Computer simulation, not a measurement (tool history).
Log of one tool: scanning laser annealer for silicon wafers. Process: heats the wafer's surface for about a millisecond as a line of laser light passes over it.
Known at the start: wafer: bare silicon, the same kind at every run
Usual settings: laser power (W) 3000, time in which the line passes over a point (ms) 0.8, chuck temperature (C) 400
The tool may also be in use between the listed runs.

| run | hour | laser power (W) | time in which the line passes over a point (ms) | chuck temperature (C) | highest temperature of the surface (C) |
|---|---|---|---|---|---|
| 1 | 0 | 3000 | 0.8 | 400 | 1206 |
| 2 | 28.2 | 3000 | 0.8 | 400 | 1206 |
| 3 | 44.4 | 3000 | 0.8 | 428 | 1235 |
| 4 | 72.2 | 3000 | 0.649 | 400 | 1125 |
| 5 | 95.7 | 3000 | 0.649 | 377 | 1105 |
| 6 | 114.9 | 3000 | 0.649 | 377 | 1102 |
| 7 | 142.4 | 3000 | 0.649 | 377 | 1102 |
| 8 | 168.8 | 3000 | 0.8 | 400 | 1205 |
| 9 | 182.5 | 3000 | 0.8 | 361 | 1162 |
| 10 | 207.7 | 3288 | 0.973 | 425 | 1395 |
| 11 | 221.4 | 3240 | 0.606 | 386 | 1149 |
| 12 | 241.6 | 2965 | 0.901 | 364 | 1199 |
| 13 | 259.1 | 3000 | 0.742 | 400 | 1172 |
| 14 | 276.2 | 2917 | 0.65 | 400 | 1103 |
| 15 | 288.1 | 2689 | 0.65 | 418 | 1057 |
| 16 | 307.8 | 2689 | 0.65 | 418 | 1059 |
| 17 | 335.1 | 3000 | 0.755 | 398 | 1172 |

3 ways to go on from here, each from the tool as it stands after run 17. What would each give?
| A | 351.7 | 2692 | 0.8 | 372 | ? |
| B | 351.7 | 3000 | 0.8 | 394 | ? |
| C | 351.7 | 3207 | 0.688 | 409 | ? |

| run | highest temperature of the surface (C) |
|---|---|
| A | 1081 |
| B | 1189 |
| C | 1204 |
Without the tool's hidden state the same runs would have given:
| run | highest temperature of the surface (C) |
|---|---|
| A | 1102 |
| B | 1213 |
| C | 1228 |
